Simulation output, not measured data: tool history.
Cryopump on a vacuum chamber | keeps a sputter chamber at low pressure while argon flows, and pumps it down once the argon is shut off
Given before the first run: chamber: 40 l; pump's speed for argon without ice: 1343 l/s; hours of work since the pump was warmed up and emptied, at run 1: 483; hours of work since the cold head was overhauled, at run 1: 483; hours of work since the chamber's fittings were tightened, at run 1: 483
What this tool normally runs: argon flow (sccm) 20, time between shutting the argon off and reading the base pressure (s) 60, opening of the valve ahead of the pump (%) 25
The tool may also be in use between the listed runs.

run   hour  argon flow (sccm)  time between shutting the argon off and reading the base pressure (s)  opening of the valve ahead of the pump (%)  hours of work since the pump was warmed up and emptied  hours of work since the cold head was overhauled  hours of work since the chamber's fittings were tightened  pressure while argon flows (Pa)  pressure after the wait (uPa)
  1    0.0                 20                                                                     60                                          25                                                     483                                               483                                                        483                           0.1088                           2.60
  2   21.9                 20                                                                     60                                          25                                                     502                                               502                                                        502                           0.1104                           2.67
  3   44.1                 20                                                                     96                                          25                                                     522                                               522                                                        522                           0.1098                           1.96
  4   58.1                 20                                                                     96                                          25                                                     534                                               534                                                        534                           0.1106                           1.95
  5   79.0                 20                                                                     96                                          25                                                     553                                               553                                                        553                           0.1105                           1.99
      94.5  -- pump warmed up, emptied and cooled again
  6  112.4                 20                                                                     96                                          25                                                      16                                               578                                                        578                           0.1013                           1.81
  7  139.8                 20                                                                     96                                          25                                                      40                                               602                                                        602                           0.1014                           1.87
  8  161.7                 17                                                                     60                                          25                                                      59                                               622                                                        622                           0.0860                           2.52
  9  184.6                 17                                                                     60                                          25                                                      80                                               642                                                        642                           0.0871                           2.61
 10  211.6                 11                                                                     60                                          25                                                     104                                               666                                                        666                           0.0568                           2.56
 11  237.7                 11                                                                     60                                          25                                                     127                                               689                                                        689                           0.0563                           2.66
 12  253.3                 11                                                                     60                                          25                                                     140                                               703                                                        703                           0.0565                           2.56
 13  277.2                 11                                                                     60                                          25                                                     162                                               724                                                        724                           0.0575                           2.66
 14  300.6                 10                                                                     80                                          43                                                     182                                               744                                                        744                           0.0295                           2.21
 15  328.3                 10                                                                     80                                          43                                                     207                                               769                                                        769                           0.0313                           2.23
 16  357.0                  8                                                                    219                                          60                                                     232                                               794                                                        794                           0.0178                           1.43
 17  371.1                 10                                                                    219                                          32                                                     245                                               807                                                        807                           0.0411                           1.37
 18  390.5                 10                                                                    219                                          32                                                     262                                               824                                                        824                           0.0412                           1.45
 19  410.6                 21                                                                    104                                          40                                                     280                                               842                                                        842                           0.0717                           2.00
 20  437.0                 14                                                                     56                                          46                                                     303                                               865                                                        865                           0.0419                           2.97
 21  459.8                 20                                                                     60                                          16                                                     323                                               885                                                        885                           0.1619                           2.96
 22  477.8                 31                                                                    225                                          45                                                     339                                               901                                                        901                           0.0962                           1.52
 23  498.4                 12                                                                    225                                          21                                                     357                                               919                                                        919                           0.0753                           1.58
 24  518.8                 27                                                                    205                                          52                                                     375                                               938                                                        938                           0.0738                           1.69
 25  537.8                 27                                                                    205                                          52                                                     392                                               954                                                        954                           0.0739                           1.67

Branching from run 25: 4 alternative next runs. What would each branch give?
  A  555.7                 20                                                                    118                                          25                                                     408                                               970                                                        970                                ?                              ?
  B  555.7                 27                                                                    208                                          52                                                     408                                               970                                                        970                                ?                              ?
  C  555.7                 27                                                                    205                                          39                                                     408                                               970                                                        970                                ?                              ?
  D  555.7                 25                                                                    106                                          52                                                     408                                               970                                                        970                                ?                              ?

run  pressure while argon flows (Pa)  pressure after the wait (uPa)
  A                           0.1073                           2.08
  B                           0.0741                           1.70
  C                           0.0962                           1.69
  D                           0.0694                           2.21
What these runs would have given with no unlogged condition in the tool:
run  pressure while argon flows (Pa)  pressure after the wait (uPa)
  A                           0.1004                           1.15
  B                           0.0648                           0.76
  C                           0.0868                           0.74
  D                           0.0608                           1.28
